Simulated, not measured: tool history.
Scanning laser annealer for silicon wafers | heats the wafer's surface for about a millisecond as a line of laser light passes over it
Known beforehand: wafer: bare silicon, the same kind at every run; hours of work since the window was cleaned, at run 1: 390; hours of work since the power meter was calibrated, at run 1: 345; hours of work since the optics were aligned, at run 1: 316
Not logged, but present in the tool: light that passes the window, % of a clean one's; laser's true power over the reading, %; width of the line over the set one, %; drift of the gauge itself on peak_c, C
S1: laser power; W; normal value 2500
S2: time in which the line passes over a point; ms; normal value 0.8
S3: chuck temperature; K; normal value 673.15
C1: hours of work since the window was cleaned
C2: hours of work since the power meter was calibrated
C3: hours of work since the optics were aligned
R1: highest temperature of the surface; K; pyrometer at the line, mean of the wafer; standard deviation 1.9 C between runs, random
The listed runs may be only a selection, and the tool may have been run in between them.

| run | hour | S1 | S2 | S3 | C1 | C2 | C3 | R1 |
|---|---|---|---|---|---|---|---|---|
| 1 | 0 | 2500 | 0.8 | 673.15 | 390 | 345 | 316 | 1422.15 |
| 2 | 13.4 | 2500 | 0.645 | 673.15 | 400 | 355 | 327 | 1351.15 |
| 3 | 29 | 2500 | 0.645 | 673.15 | 412 | 367 | 339 | 1353.15 |
| 4 | 44 | 2500 | 0.645 | 673.15 | 424 | 379 | 350 | 1353.15 |
| 5 | 63.6 | 2500 | 0.8 | 673.15 | 439 | 394 | 365 | 1421.15 |
| 6 | 79.7 | 2500 | 0.8 | 700.15 | 451 | 406 | 378 | 1446.15 |
| 7 | 92.2 | 2500 | 0.8 | 700.15 | 461 | 416 | 387 | 1446.15 |
|  | 114.8 | window over the wafer cleaned |
| 8 | 115.3 | 2500 | 0.8 | 700.15 | 0 | 432 | 403 | 1473.15 |
| 9 | 133.5 | 2500 | 0.8 | 700.15 | 14 | 446 | 417 | 1471.15 |
| 10 | 144.7 | 2500 | 0.8 | 700.15 | 23 | 455 | 426 | 1474.15 |
| 11 | 166.5 | 2500 | 0.8 | 695.15 | 40 | 471 | 443 | 1464.15 |
| 12 | 177.5 | 2543 | 0.8 | 673.15 | 48 | 480 | 451 | 1454.15 |
| 13 | 202.8 | 2543 | 0.8 | 673.15 | 67 | 499 | 470 | 1455.15 |
| 14 | 217.4 | 2456 | 0.8 | 673.15 | 79 | 510 | 482 | 1423.15 |
| 15 | 231.5 | 2456 | 0.8 | 673.15 | 90 | 521 | 492 | 1421.15 |
| 16 | 249 | 2456 | 0.8 | 673.15 | 103 | 535 | 506 | 1422.15 |
| 17 | 264.5 | 2456 | 0.8 | 673.15 | 115 | 546 | 518 | 1420.15 |
| 18 | 283.8 | 2456 | 0.8 | 673.15 | 130 | 561 | 533 | 1416.15 |
| 19 | 298.5 | 2456 | 0.8 | 673.15 | 141 | 573 | 544 | 1420.15 |
| 20 | 320.2 | 2456 | 0.8 | 673.15 | 158 | 589 | 560 | 1416.15 |
|  | 327.4 | optics aligned, line set to its width |
| 21 | 350.5 | 2500 | 0.8 | 673.15 | 177 | 609 | 18 | 1425.15 |
| 22 | 371.2 | 2500 | 0.8 | 673.15 | 193 | 624 | 34 | 1427.15 |
| 23 | 395.2 | 2500 | 0.8 | 673.15 | 211 | 643 | 52 | 1423.15 |
| 24 | 415.1 | 2290 | 0.577 | 706.15 | 227 | 658 | 67 | 1285.15 |
| 25 | 432.4 | 2290 | 0.577 | 706.15 | 240 | 671 | 81 | 1286.15 |
| 26 | 453.8 | 2500 | 0.676 | 673.15 | 256 | 688 | 97 | 1363.15 |
| 27 | 470.6 | 2500 | 0.676 | 673.15 | 269 | 701 | 110 | 1359.15 |
|  | 487 | optics aligned, line set to its width, once more |
| 28 | 493 | 2500 | 0.8 | 713.15 | 282 | 714 | 5 | 1475.15 |
| 29 | 510.9 | 2500 | 0.8 | 713.15 | 296 | 728 | 18 | 1473.15 |
| 30 | 527.5 | 2160 | 0.804 | 660.15 | 309 | 741 | 31 | 1303.15 |
| 31 | 538.3 | 2623 | 0.787 | 660.15 | 317 | 749 | 39 | 1456.15 |
| 32 | 563.5 | 2525 | 0.58 | 634.15 | 337 | 768 | 59 | 1296.15 |
| 33 | 588.1 | 2393 | 0.807 | 700.15 | 355 | 787 | 78 | 1418.15 |
| 34 | 598.9 | 2393 | 0.807 | 700.15 | 364 | 795 | 86 | 1422.15 |
| 35 | 615.1 | 2393 | 0.807 | 700.15 | 376 | 808 | 98 | 1421.15 |
| 36 | 637.7 | 2576 | 0.79 | 696.15 | 393 | 825 | 116 | 1469.15 |
| 37 | 662.7 | 2576 | 0.954 | 646.15 | 413 | 844 | 135 | 1489.15 |
| 38 | 686 | 2365 | 0.906 | 644.15 | 430 | 862 | 153 | 1384.15 |
| 39 | 705.1 | 2622 | 0.61 | 684.15 | 445 | 877 | 167 | 1382.15 |
| 40 | 725.2 | 2572 | 0.929 | 668.15 | 461 | 892 | 183 | 1496.15 |
|  | 748.3 | window over the wafer cleaned |
| 41 | 748.3 | 2517 | 0.568 | 673.15 | 0 | 908 | 199 | 1344.15 |

How would selected steps in R1 from run to run divide? Give the signed amount a tool lacking its hidden state would still show from settings, what came in and random variation, and the signed amount left for the hidden state, including any gauge scatter that is not in both of the compared results.
Run 7 -> 8: window over the wafer cleaned. R1 +27 K: hidden state +28, all else -1.
Run 27 -> 28: S2 0.676 -> 0.8, S3 673.15 -> 713.15, optics aligned, line set to its width, once more. R1 +116 K: hidden state +12, all else +104.
Run 29 -> 30: S1 2500 -> 2160, S2 0.8 -> 0.804, S3 713.15 -> 660.15. R1 -170 K: hidden state +2, all else -172.
Run 30 -> 31: S1 2160 -> 2623, S2 0.804 -> 0.787. R1 +153 K: hidden state -5, all else +158.
Run 31 -> 32: S1 2623 -> 2525, S2 0.787 -> 0.58, S3 660.15 -> 634.15. R1 -160 K: hidden state +2, all else -162.
Run 40 -> 41: S1 2572 -> 2517, S2 0.929 -> 0.568, S3 668.15 -> 673.15, window over the wafer cleaned. R1 -152 K: hidden state +37, all else -189.
